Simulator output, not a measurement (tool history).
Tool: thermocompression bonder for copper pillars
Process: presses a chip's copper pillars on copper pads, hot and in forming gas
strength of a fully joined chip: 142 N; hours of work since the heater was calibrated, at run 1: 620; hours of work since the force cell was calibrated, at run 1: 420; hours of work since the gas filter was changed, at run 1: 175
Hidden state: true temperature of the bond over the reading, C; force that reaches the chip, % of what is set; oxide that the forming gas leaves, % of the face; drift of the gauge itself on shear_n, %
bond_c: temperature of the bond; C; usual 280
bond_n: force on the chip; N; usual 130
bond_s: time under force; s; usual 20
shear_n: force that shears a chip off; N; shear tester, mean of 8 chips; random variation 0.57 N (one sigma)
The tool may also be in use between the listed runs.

| run | day | bond_c | bond_n | bond_s | hours of work since the heater was calibrated | hours of work since the force cell was calibrated | hours of work since the gas filter was changed | shear_n |
|---|---|---|---|---|---|---|---|---|
| 1 | 0.000 | 280 | 130 | 20 | 620 | 420 | 175 | 49.8 |
| 2 | 0.683 | 280 | 130 | 20 | 633 | 433 | 187 | 50.7 |
| 3 | 1.092 | 280 | 130 | 20 | 640 | 440 | 195 | 49.7 |
| 4 | 1.662 | 280 | 130 | 20 | 651 | 451 | 205 | 50.0 |
| 5 | 2.129 | 280 | 130 | 20 | 659 | 459 | 214 | 49.7 |
|  | 2.796 | forming gas filter changed |
| 6 | 2.888 | 280 | 130 | 34 | 673 | 473 | 2 | 63.4 |
|  | 3.012 | force cell calibrated |
| 7 | 3.421 | 280 | 130 | 34 | 682 | 7 | 10 | 63.1 |
| 8 | 3.992 | 280 | 130 | 34 | 692 | 18 | 21 | 62.2 |
| 9 | 4.725 | 280 | 130 | 26 | 706 | 31 | 34 | 57.3 |
| 10 | 5.200 | 280 | 172 | 47 | 714 | 40 | 43 | 88.3 |
| 11 | 6.000 | 280 | 172 | 47 | 729 | 55 | 58 | 86.8 |
| 12 | 6.454 | 272 | 130 | 20 | 737 | 63 | 66 | 47.4 |
| 13 | 7.025 | 258 | 90 | 19 | 748 | 74 | 76 | 26.4 |
| 14 | 7.512 | 258 | 90 | 19 | 757 | 83 | 85 | 27.6 |

Some steps in shear_n between neighbouring runs. How much of each would the tool show without its hidden state too (settings, what came in, random variation), and how much is left for the hidden state, with any gauge scatter that isn't in both results?
Run 5 -> 6: bond_s 20 -> 34, forming gas filter changed. shear_n +13.7 N: hidden state +3.3, all else +10.4.
Run 11 -> 12: bond_c 280 -> 272, bond_n 172 -> 130, bond_s 47 -> 20. shear_n -39.4 N: hidden state +0.1, all else -39.5.

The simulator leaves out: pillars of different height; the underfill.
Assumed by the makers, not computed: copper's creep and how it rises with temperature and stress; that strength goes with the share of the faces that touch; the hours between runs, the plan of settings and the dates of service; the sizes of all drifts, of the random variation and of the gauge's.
